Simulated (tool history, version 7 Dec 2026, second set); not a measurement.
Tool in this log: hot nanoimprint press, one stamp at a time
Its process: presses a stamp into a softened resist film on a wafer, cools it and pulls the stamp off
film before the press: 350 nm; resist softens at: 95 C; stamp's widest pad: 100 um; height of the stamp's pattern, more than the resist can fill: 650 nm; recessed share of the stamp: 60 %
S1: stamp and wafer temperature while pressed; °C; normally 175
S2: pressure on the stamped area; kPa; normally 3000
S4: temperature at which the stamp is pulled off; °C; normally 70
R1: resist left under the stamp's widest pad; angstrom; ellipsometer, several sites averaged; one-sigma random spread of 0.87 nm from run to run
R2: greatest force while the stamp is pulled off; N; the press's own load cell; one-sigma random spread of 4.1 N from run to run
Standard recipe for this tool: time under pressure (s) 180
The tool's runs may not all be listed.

{"run": 1, "hour": 0.0, "S1": 175, "S2": 3000, "time under pressure (s)": 180, "S4": 70, "R1": 1795, "R2": 202}
{"run": 2, "hour": 54.1, "S1": 175, "S2": 3000, "time under pressure (s)": 180, "S4": 70, "R1": 1807, "R2": 202}
{"run": 3, "hour": 77.0, "S1": 175, "S2": 3000, "time under pressure (s)": 180, "S4": 70, "R1": 1794, "R2": 204}
{"run": 4, "hour": 123.5, "S1": 175, "S2": 3000, "time under pressure (s)": 180, "S4": 70, "R1": 1801, "R2": 193}
{"run": 5, "hour": 148.2, "S1": 175, "S2": 3000, "time under pressure (s)": 180, "S4": 70, "R1": 1798, "R2": 200}
{"run": 6, "hour": 179.7, "S1": 175, "S2": 3000, "time under pressure (s)": 180, "S4": 59, "R1": 1793, "R2": 222}
{"run": 7, "hour": 206.9, "S1": 175, "S2": 3000, "time under pressure (s)": 180, "S4": 59, "R1": 1787, "R2": 231}
{"run": 8, "hour": 248.9, "S1": 175, "S2": 3000, "time under pressure (s)": 180, "S4": 59, "R1": 1801, "R2": 231}
{"run": 9, "hour": 308.0, "S1": 175, "S2": 3000, "time under pressure (s)": 180, "S4": 70, "R1": 1799, "R2": 202}
{"run": 10, "hour": 351.4, "S1": 175, "S2": 3000, "time under pressure (s)": 180, "S4": 70, "R1": 1785, "R2": 201}
{"run": 11, "hour": 392.1, "S1": 175, "S2": 3000, "time under pressure (s)": 180, "S4": 70, "R1": 1793, "R2": 200}
{"run": 12, "hour": 439.0, "S1": 175, "S2": 3000, "time under pressure (s)": 180, "S4": 70, "R1": 1773, "R2": 202}
{"run": 13, "hour": 486.0, "S1": 175, "S2": 3000, "time under pressure (s)": 180, "S4": 70, "R1": 1782, "R2": 199}
{"run": 14, "hour": 534.2, "S1": 175, "S2": 3000, "time under pressure (s)": 215, "S4": 70, "R1": 1661, "R2": 199}
{"run": 15, "hour": 569.8, "S1": 175, "S2": 3000, "time under pressure (s)": 215, "S4": 70, "R1": 1664, "R2": 192}
{"run": 16, "hour": 610.5, "S1": 175, "S2": 3000, "time under pressure (s)": 215, "S4": 70, "R1": 1658, "R2": 201}
{"run": 17, "hour": 637.3, "S1": 167, "S2": 3000, "time under pressure (s)": 159, "S4": 70, "R1": 2278, "R2": 196}
{"run": 18, "hour": 680.0, "S1": 171, "S2": 3950, "time under pressure (s)": 131, "S4": 64, "R1": 1958, "R2": 209}
{"run": 19, "hour": 716.3, "S1": 183, "S2": 3000, "time under pressure (s)": 156, "S4": 70, "R1": 1528, "R2": 197}
{"run": 20, "hour": 747.7, "S1": 183, "S2": 3000, "time under pressure (s)": 156, "S4": 70, "R1": 1526, "R2": 207}
{"run": 21, "hour": 774.2, "S1": 177, "S2": 4240, "time under pressure (s)": 144, "S4": 73, "R1": 1564, "R2": 192}
{"run": 22, "hour": 828.2, "S1": 170, "S2": 3000, "time under pressure (s)": 248, "S4": 70, "R1": 1816, "R2": 200}
{"run": 23, "hour": 879.9, "S1": 170, "S2": 3000, "time under pressure (s)": 248, "S4": 70, "R1": 1837, "R2": 195}
{"run": 24, "hour": 915.3, "S1": 170, "S2": 3000, "time under pressure (s)": 248, "S4": 70, "R1": 1821, "R2": 203}
{"run": 25, "hour": 955.7, "S1": 182, "S2": 3700, "time under pressure (s)": 186, "S4": 64, "R1": 1315, "R2": 215}
{"run": 26, "hour": 1000.0, "S1": 182, "S2": 3700, "time under pressure (s)": 186, "S4": 64, "R1": 1306, "R2": 218}
{"run": 27, "hour": 1036.1, "S1": 182, "S2": 3700, "time under pressure (s)": 186, "S4": 64, "R1": 1310, "R2": 219}
{"run": 28, "hour": 1061.4, "S1": 182, "S2": 3700, "time under pressure (s)": 186, "S4": 64, "R1": 1315, "R2": 213}
{"run": 29, "hour": 1121.9, "S1": 182, "S2": 3700, "time under pressure (s)": 186, "S4": 64, "R1": 1323, "R2": 214}
{"run": 30, "hour": 1158.7, "S1": 175, "S2": 3000, "time under pressure (s)": 287, "S4": 69, "R1": 1479, "R2": 197}

Missing from the log above: 5 entries noted between runs. For each, name the pair of listed runs it sits between and say how the tool's hidden condition differs from the listed run just before to the listed run just after:
Between runs 8 and 9: stamp cleaned and given a new release coat (hour 293.2)
  pressure that arrives at the usual setting, %: 99.98 -> 99.97; grip of the stamp's worn release coat, % over a new coat's: 0.5 -> 0; drift of the gauge itself on residual_nm, %: -0.42 -> -0.51
  measured value less the no-hidden-state value, R1: -6 -> -8 angstrom
Between runs 9 and 10: plate thermocouple calibrated (hour 341.4)
  true temperature over the reading, C: -0.02 -> 0; grip of the stamp's worn release coat, % over a new coat's: 0 -> 0.1; drift of the gauge itself on residual_nm, %: -0.51 -> -0.58
  measured value less the no-hidden-state value, R1: -8 -> -10 angstrom
Between runs 18 and 19: stamp cleaned and given a new release coat (hour 690.4)
  grip of the stamp's worn release coat, % over a new coat's: 0.5 -> 0; drift of the gauge itself on residual_nm, %: -1.14 -> -1.2
  measured value less the no-hidden-state value, R1: -21 -> -17 angstrom
Between runs 21 and 22: plate thermocouple calibrated (hour 781.3)
  true temperature over the reading, C: -0.02 -> -0.01; pressure that arrives at the usual setting, %: 99.95 -> 99.94; grip of the stamp's worn release coat, % over a new coat's: 0.1 -> 0.2; drift of the gauge itself on residual_nm, %: -1.29 -> -1.38
  measured value less the no-hidden-state value, R1: -19 -> -24 angstrom
Between runs 28 and 29: stamp cleaned and given a new release coat (hour 1089.8)
  grip of the stamp's worn release coat, % over a new coat's: 0.5 -> 0; drift of the gauge itself on residual_nm, %: -1.78 -> -1.87
  measured value less the no-hidden-state value, R1: -23 -> -23 angstrom
